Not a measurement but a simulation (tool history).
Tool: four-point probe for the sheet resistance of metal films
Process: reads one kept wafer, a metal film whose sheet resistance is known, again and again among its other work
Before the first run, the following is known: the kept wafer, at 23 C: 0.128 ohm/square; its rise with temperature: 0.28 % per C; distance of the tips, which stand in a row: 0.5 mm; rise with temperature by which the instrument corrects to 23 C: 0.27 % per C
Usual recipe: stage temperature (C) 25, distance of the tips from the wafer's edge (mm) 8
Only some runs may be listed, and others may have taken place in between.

run    hour  stage temperature (C)  distance of the tips from the wafer's edge (mm)  sheet resistance as the instrument gives it (ohm/square)
  1     0.0                     25                                                8                                                  0.129191
  2    31.6                     25                                                3                                                  0.130856
  3    68.9                     25                                                3                                                  0.130873
  4   110.9                     25                                                3                                                  0.130790
  5   156.1                     25                                                8                                                  0.129295
  6   199.6                     25                                                8                                                  0.129311
  7   236.9                     25                                                8                                                  0.129308
  8   263.4                     25                                               43                                                  0.129066
  9   311.6                     25                                               43                                                  0.129149
 10   346.9                     25                                               43                                                  0.129077
 11   392.8                     25                                                8                                                  0.129419
 12   425.9                     25                                                8                                                  0.129446
 13   473.1                     25                                                8                                                  0.129467
 14   524.9                     25                                                8                                                  0.129484
 15   571.6                     25                                                8                                                  0.129556
 16   621.6                     25                                               20                                                  0.129331
 17   657.7                     33                                               20                                                  0.129408
      660.9  -- stage's thermometer calibrated
 18   710.9                     33                                               20                                                  0.129459
 19   764.0                     33                                               20                                                  0.129475
 20   804.2                     25                                                8                                                  0.129615
      826.9  -- new probe head fitted
 21   852.3                     25                                                8                                                  0.127980
      860.4  -- stage's thermometer calibrated, once more
 22   893.4                     25                                                8                                                  0.128268
 23   943.2                     34                                               24                                                  0.128143
 24   979.7                     34                                               24                                                  0.128194
 25  1029.7                     34                                               24                                                  0.128192
 26  1083.2                     24                                                8                                                  0.128354
 27  1119.1                     19                                                8                                                  0.128275
 28  1169.8                     22                                               38                                                  0.128076
 29  1202.2                     31                                               51                                                  0.128231
 30  1225.6                     31                                               51                                                  0.128310
 31  1261.1                     25                                               10                                                  0.128335

Predict the results of run 32:
 32  1309.9                     25                                                8                                                         ?

sheet resistance as the instrument gives it (ohm/square): 0.128493
The same run, on a tool lacking any hidden state, would have yielded sheet resistance as the instrument gives it (ohm/square) 0.128324.
